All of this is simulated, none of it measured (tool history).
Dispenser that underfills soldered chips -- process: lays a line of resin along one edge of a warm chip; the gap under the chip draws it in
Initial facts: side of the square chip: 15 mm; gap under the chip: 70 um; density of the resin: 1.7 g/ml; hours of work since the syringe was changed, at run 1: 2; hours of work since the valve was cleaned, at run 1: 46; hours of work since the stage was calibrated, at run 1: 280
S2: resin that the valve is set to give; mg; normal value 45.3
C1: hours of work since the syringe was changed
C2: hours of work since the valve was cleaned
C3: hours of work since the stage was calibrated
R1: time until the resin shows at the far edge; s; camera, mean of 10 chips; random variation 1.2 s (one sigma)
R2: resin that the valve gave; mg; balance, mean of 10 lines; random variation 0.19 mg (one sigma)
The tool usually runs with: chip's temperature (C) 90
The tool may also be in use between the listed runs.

Run 1, hour 0: usual settings; C1 2; C2 46; C3 280. Result: R1 138.8 s, R2 43.46 mg.
At hour 12.7: new syringe of resin.
Run 2, hour 13.5: usual settings; C1 0; C2 54; C3 288. Result: R1 125.8 s, R2 43.1 mg.
At hour 21.4: dispensing valve cleaned and set on the balance.
Run 3, hour 29.3: usual settings; C1 9; C2 5; C3 297. Result: R1 191.2 s, R2 45.11 mg.
At hour 30.9: new syringe of resin.
Run 4, hour 46.4: usual settings; C1 9; C2 15; C3 308. Result: R1 191.9 s, R2 44.7 mg.
At hour 47.7: new syringe of resin.
Run 5, hour 56.9: usual settings; C1 6; C2 21; C3 314. Result: R1 162.5 s, R2 44.02 mg.
At hour 64: new syringe of resin.
Run 6, hour 70.7: usual settings; C1 4; C2 29; C3 322. Result: R1 151.3 s, R2 43.84 mg.
At hour 80.8: new syringe of resin.
Run 7, hour 87.9: usual settings but chip's temperature (C) 101; C1 4; C2 40; C3 332. Result: R1 102.2 s, R2 43.54 mg.
At hour 97.3: new syringe of resin.
Run 8, hour 99.8: usual settings but chip's temperature (C) 101; C1 2; C2 47; C3 339. Result: R1 91.8 s, R2 42.93 mg.
Run 9, hour 107.2: usual settings; C1 6; C2 51; C3 344. Result: R1 165.2 s, R2 42.81 mg.
At hour 113.8: new syringe of resin.
At hour 120.2: dispensing valve cleaned and set on the balance.
Run 10, hour 123.6: usual settings; C1 5; C2 2; C3 353. Result: R1 163.9 s, R2 45.26 mg.
At hour 131.9: new syringe of resin.
Run 11, hour 140.1: usual settings but S2 42.7 mg; C1 5; C2 12; C3 363. Result: R1 160.6 s, R2 42.31 mg.
At hour 148.2: new syringe of resin.
Run 12, hour 148.9: usual settings but S2 42.7 mg; C1 0; C2 17; C3 368. Result: R1 133.6 s, R2 42.31 mg.
Run 13, hour 162.5: usual settings but S2 42.7 mg; C1 9; C2 25; C3 376. Result: R1 193.5 s, R2 41.32 mg.
At hour 165.5: new syringe of resin.
Run 14, hour 171.3: usual settings but S2 42.7 mg; C1 3; C2 30; C3 381. Result: R1 153.7 s, R2 41.28 mg.
At hour 183: new syringe of resin.
Run 15, hour 183.1: usual settings but S2 42.7 mg; C1 0; C2 37; C3 388. Result: R1 129.7 s, R2 41.24 mg.
Run 16, hour 194.1: usual settings but S2 42.7 mg; C1 7; C2 44; C3 395. Result: R1 172.7 s, R2 40.72 mg.
At hour 199.8: new syringe of resin.
Run 17, hour 210.6: usual settings but chip's temperature (C) 82; C1 7; C2 54; C3 405. Result: R1 240.6 s, R2 43.01 mg.
At hour 217.4: new syringe of resin.
At hour 219.6: dispensing valve cleaned and set on the balance.
Run 18, hour 220.9: usual settings but chip's temperature (C) 98, S2 45.4 mg; C1 1; C2 1; C3 410. Result: R1 102.6 s, R2 45.33 mg.
Run 19, hour 228.2: usual settings but chip's temperature (C) 96, S2 56.6 mg; C1 6; C2 5; C3 415. Result: R1 131.8 s, R2 56.49 mg.
At hour 234.9: new syringe of resin.
Run 20, hour 237.7: usual settings but chip's temperature (C) 103, S2 54.4 mg; C1 2; C2 11; C3 420. Result: R1 84.4 s, R2 53.83 mg.

Run 21, settings as shown, results not yet in. Your forecast:
Run 21, hour 246.2: usual settings but chip's temperature (C) 99, S2 46.5 mg; C1 7; C2 16; C3 425. Result: R1 ?, R2 ?.

R1: 124.8 s
R2: 45.83 mg
On a tool with no hidden condition, and with the same random variation, this run would have come out at R1 85 s, R2 46.54 mg.

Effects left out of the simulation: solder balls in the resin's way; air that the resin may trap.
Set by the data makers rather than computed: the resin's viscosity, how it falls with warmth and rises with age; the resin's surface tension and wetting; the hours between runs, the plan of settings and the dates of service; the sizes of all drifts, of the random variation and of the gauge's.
